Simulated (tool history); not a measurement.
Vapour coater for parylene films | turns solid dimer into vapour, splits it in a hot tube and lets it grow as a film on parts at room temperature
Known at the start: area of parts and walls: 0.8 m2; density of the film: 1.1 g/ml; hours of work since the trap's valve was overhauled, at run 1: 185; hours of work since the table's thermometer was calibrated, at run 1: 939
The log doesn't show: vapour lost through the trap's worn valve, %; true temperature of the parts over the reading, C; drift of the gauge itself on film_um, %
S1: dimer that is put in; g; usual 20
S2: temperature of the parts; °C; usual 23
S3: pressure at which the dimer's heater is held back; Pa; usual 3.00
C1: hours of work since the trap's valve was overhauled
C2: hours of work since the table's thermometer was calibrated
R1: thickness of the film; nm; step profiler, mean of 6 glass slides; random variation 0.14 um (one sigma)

{"run": 1, "hour": 0.0, "S1": 20, "S2": 23, "S3": 3.0, "C1": 185, "C2": 939, "R1": 16260}
{"run": 2, "hour": 32.9, "S1": 20, "S2": 33, "S3": 3.0, "C1": 203, "C2": 958, "R1": 13300}
{"run": 3, "hour": 57.1, "S1": 8, "S2": 33, "S3": 3.0, "C1": 217, "C2": 972, "R1": 5320}
{"run": 4, "hour": 80.3, "S1": 20, "S2": 18, "S3": 3.0, "C1": 230, "C2": 985, "R1": 17620}
{"run": 5, "hour": 118.4, "S1": 20, "S2": 18, "S3": 3.0, "C1": 252, "C2": 1006, "R1": 17930}
{"run": 6, "hour": 161.5, "S1": 20, "S2": 23, "S3": 3.0, "C1": 276, "C2": 1031, "R1": 16200}
{"run": 7, "hour": 196.3, "S1": 20, "S2": 17, "S3": 3.0, "C1": 296, "C2": 1051, "R1": 18070}
{"run": 8, "hour": 238.6, "S1": 20, "S2": 17, "S3": 3.0, "C1": 320, "C2": 1075, "R1": 17850}
{"run": 9, "hour": 278.5, "S1": 20, "S2": 23, "S3": 4.49, "C1": 343, "C2": 1097, "R1": 15470}
{"run": 10, "hour": 319.8, "S1": 20, "S2": 23, "S3": 4.49, "C1": 366, "C2": 1121, "R1": 15110}
{"run": 11, "hour": 346.0, "S1": 20, "S2": 23, "S3": 4.49, "C1": 381, "C2": 1136, "R1": 15230}
{"run": 12, "hour": 371.8, "S1": 20, "S2": 23, "S3": 4.49, "C1": 396, "C2": 1150, "R1": 15130}
{"run": 13, "hour": 401.2, "S1": 20, "S2": 23, "S3": 4.49, "C1": 412, "C2": 1167, "R1": 14990}
{"run": 14, "hour": 434.3, "S1": 20, "S2": 23, "S3": 3.0, "C1": 431, "C2": 1186, "R1": 15940}
{"run": 15, "hour": 477.4, "S1": 20, "S2": 23, "S3": 3.0, "C1": 456, "C2": 1210, "R1": 15920}
{"run": 16, "hour": 513.1, "S1": 16, "S2": 23, "S3": 2.81, "C1": 476, "C2": 1230, "R1": 12840}
{"run": 17, "hour": 541.3, "S1": 16, "S2": 23, "S3": 2.81, "C1": 492, "C2": 1246, "R1": 12720}
{"run": 18, "hour": 578.3, "S1": 30, "S2": 23, "S3": 4.41, "C1": 513, "C2": 1267, "R1": 22740}
{"run": 19, "hour": 619.9, "S1": 30, "S2": 23, "S3": 4.41, "C1": 537, "C2": 1291, "R1": 22790}
{"run": 20, "hour": 656.7, "S1": 8, "S2": 18, "S3": 4.41, "C1": 557, "C2": 1312, "R1": 6600}
{"run": 21, "hour": 683.6, "S1": 17, "S2": 21, "S3": 3.08, "C1": 573, "C2": 1327, "R1": 13810}
{"run": 22, "hour": 723.3, "S1": 20, "S2": 23, "S3": 2.13, "C1": 595, "C2": 1350, "R1": 16340}
{"run": 23, "hour": 759.4, "S1": 12, "S2": 18, "S3": 2.13, "C1": 616, "C2": 1370, "R1": 10780}
{"run": 24, "hour": 800.1, "S1": 12, "S2": 15, "S3": 2.13, "C1": 639, "C2": 1393, "R1": 11550}
{"run": 25, "hour": 840.6, "S1": 27, "S2": 23, "S3": 3.0, "C1": 662, "C2": 1416, "R1": 21060}
{"hour": 869.2, "done": "trap's valve overhauled"}
{"run": 26, "hour": 887.3, "S1": 20, "S2": 18, "S3": 3.0, "C1": 10, "C2": 1441, "R1": 18040}
{"run": 27, "hour": 917.3, "S1": 19, "S2": 29, "S3": 3.13, "C1": 27, "C2": 1458, "R1": 13850}

Forecast each of these 3 alternatives for the next run:
{"run": "A", "hour": 938.3, "S1": 19, "S2": 31, "S3": 6.65, "C1": 39, "C2": 1470, "R1": "?"}
{"run": "B", "hour": 938.3, "S1": 20, "S2": 23, "S3": 5.32, "C1": 39, "C2": 1470, "R1": "?"}
{"run": "C", "hour": 938.3, "S1": 19, "S2": 29, "S3": 4.5, "C1": 39, "C2": 1470, "R1": "?"}

run=A R1=12010
run=B R1=15120
run=C R1=13140
Without the tool's hidden state the same runs would have given:
run=A R1=12230
run=B R1=15400
run=C R1=13390
